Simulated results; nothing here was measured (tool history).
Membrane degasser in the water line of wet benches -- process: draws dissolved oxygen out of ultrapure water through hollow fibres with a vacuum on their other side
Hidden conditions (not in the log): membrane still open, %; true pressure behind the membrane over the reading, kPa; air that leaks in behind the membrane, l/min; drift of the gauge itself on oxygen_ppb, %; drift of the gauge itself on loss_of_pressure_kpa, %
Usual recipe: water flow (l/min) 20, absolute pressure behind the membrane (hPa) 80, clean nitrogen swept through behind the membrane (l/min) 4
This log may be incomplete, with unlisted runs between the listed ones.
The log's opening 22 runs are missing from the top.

run	hour	water flow (l/min)	absolute pressure behind the membrane (hPa)	clean nitrogen swept through behind the membrane (l/min)	hours since the membrane was changed	hours since the vacuum gauge was calibrated	hours since the vacuum lines were made tight	dissolved oxygen in the water behind the degasser (ppb)	pressure that the water loses in the fibres (hPa)
23	2081.7	28	87.6	11.9	3437	5483	4615	201.9	579.3
24	2178.5	20	80	2.09	3534	5580	4711	215.5	414
25	2276.5	20	80	2.09	3632	5678	4809	215.4	411.6
26	2376.4	25	152.7	4.46	3732	5778	4909	306.4	516.3
27	2441	24	80	2.41	3797	5843	4974	247.7	495.3
28	2567.2	21	52.6	7.79	3923	5969	5100	128.3	436
29	2657.7	26	137.6	4	4014	6059	5191	314.4	540.4
30	2784.5	26	137.6	4	4140	6186	5317	317.7	541.2
31	2864.8	17	111.3	4	4221	6266	5398	166.7	351.3
32	2987.9	15	64.9	4	4344	6390	5521	100	310.1
33	3105.6	15	64.9	4	4461	6507	5638	100.3	311.1

Forecast each of these 3 alternatives for the next run:
A	3180.9	20	182.7	4	4537	6583	5714	?	?
B	3180.9	20	166.4	6.28	4537	6583	5714	?	?
C	3180.9	19	80	10.45	4537	6583	5714	?	?

run	dissolved oxygen in the water behind the degasser (ppb)	pressure that the water loses in the fibres (hPa)
A	290.6	413.5
B	213.1	413.9
C	120.1	395.1
With the hidden condition removed and each run's random variation left untouched, the same runs would have given:
run	dissolved oxygen in the water behind the degasser (ppb)	pressure that the water loses in the fibres (hPa)
A	277.4	404.7
B	201.3	405.2
C	110.1	386.7
